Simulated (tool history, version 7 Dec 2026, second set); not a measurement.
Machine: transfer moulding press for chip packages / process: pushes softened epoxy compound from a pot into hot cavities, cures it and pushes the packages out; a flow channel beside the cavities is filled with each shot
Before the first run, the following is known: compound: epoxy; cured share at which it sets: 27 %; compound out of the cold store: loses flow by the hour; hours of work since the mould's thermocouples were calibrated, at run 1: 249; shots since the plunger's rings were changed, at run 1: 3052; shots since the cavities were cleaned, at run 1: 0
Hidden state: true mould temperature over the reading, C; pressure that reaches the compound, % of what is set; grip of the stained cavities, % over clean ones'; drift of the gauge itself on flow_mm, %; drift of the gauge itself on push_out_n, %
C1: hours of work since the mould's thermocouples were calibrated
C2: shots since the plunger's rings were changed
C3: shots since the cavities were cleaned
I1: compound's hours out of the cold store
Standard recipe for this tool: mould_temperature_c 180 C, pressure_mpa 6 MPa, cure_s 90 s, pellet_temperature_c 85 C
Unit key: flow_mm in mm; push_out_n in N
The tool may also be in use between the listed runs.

run 1 hour=0.0 | mould_temperature_c=180 pressure_mpa=6 cure_s=90 pellet_temperature_c=85 | C1=249 C2=3052 C3=0 | I1=19.9 | flow_mm=651 push_out_n=221
run 2 hour=12.5 | mould_temperature_c=180 pressure_mpa=6 cure_s=90 pellet_temperature_c=85 | C1=257 C2=3222 C3=170 | I1=11.4 | flow_mm=672 push_out_n=220
run 3 hour=25.0 | mould_temperature_c=180 pressure_mpa=6 cure_s=90 pellet_temperature_c=85 | C1=266 C2=3393 C3=341 | I1=30.8 | flow_mm=626 push_out_n=217
run 4 hour=43.5 | mould_temperature_c=180 pressure_mpa=6 cure_s=90 pellet_temperature_c=80 | C1=278 C2=3645 C3=593 | I1=24.0 | flow_mm=641 push_out_n=228
-- hour=53.7 cavities cleaned with cleaning compound and waxed
run 5 hour=57.2 | mould_temperature_c=180 pressure_mpa=6 cure_s=90 pellet_temperature_c=80 | C1=286 C2=3812 C3=47 | I1=35.9 | flow_mm=619 push_out_n=215
run 6 hour=70.4 | mould_temperature_c=180 pressure_mpa=6 cure_s=90 pellet_temperature_c=80 | C1=295 C2=3992 C3=227 | I1=23.5 | flow_mm=640 push_out_n=224
run 7 hour=82.9 | mould_temperature_c=180 pressure_mpa=6 cure_s=90 pellet_temperature_c=85 | C1=303 C2=4163 C3=398 | I1=31.9 | flow_mm=636 push_out_n=221
-- hour=96.3 plunger's sealing rings changed
run 8 hour=105.7 | mould_temperature_c=180 pressure_mpa=6 cure_s=90 pellet_temperature_c=85 | C1=316 C2=129 C3=676 | I1=35.6 | flow_mm=617 push_out_n=219
-- hour=110.8 cavities cleaned with cleaning compound and waxed
run 9 hour=127.3 | mould_temperature_c=180 pressure_mpa=6 cure_s=90 pellet_temperature_c=85 | C1=330 C2=402 C3=225 | I1=23.5 | flow_mm=633 push_out_n=225
run 10 hour=138.2 | mould_temperature_c=180 pressure_mpa=6 cure_s=90 pellet_temperature_c=85 | C1=337 C2=551 C3=374 | I1=36.8 | flow_mm=616 push_out_n=222

Predict the results of run 11:
run 11 hour=149.1 | mould_temperature_c=187 pressure_mpa=6 cure_s=90 pellet_temperature_c=85 | C1=344 C2=700 C3=523 | I1=41.9 | flow_mm=? push_out_n=?

Run 11 came out at flow_mm 595 mm, push_out_n 191 N.
If the tool had no hidden condition, the same run with the same run-to-run variation would have returned flow_mm 595 mm, push_out_n 188 N.

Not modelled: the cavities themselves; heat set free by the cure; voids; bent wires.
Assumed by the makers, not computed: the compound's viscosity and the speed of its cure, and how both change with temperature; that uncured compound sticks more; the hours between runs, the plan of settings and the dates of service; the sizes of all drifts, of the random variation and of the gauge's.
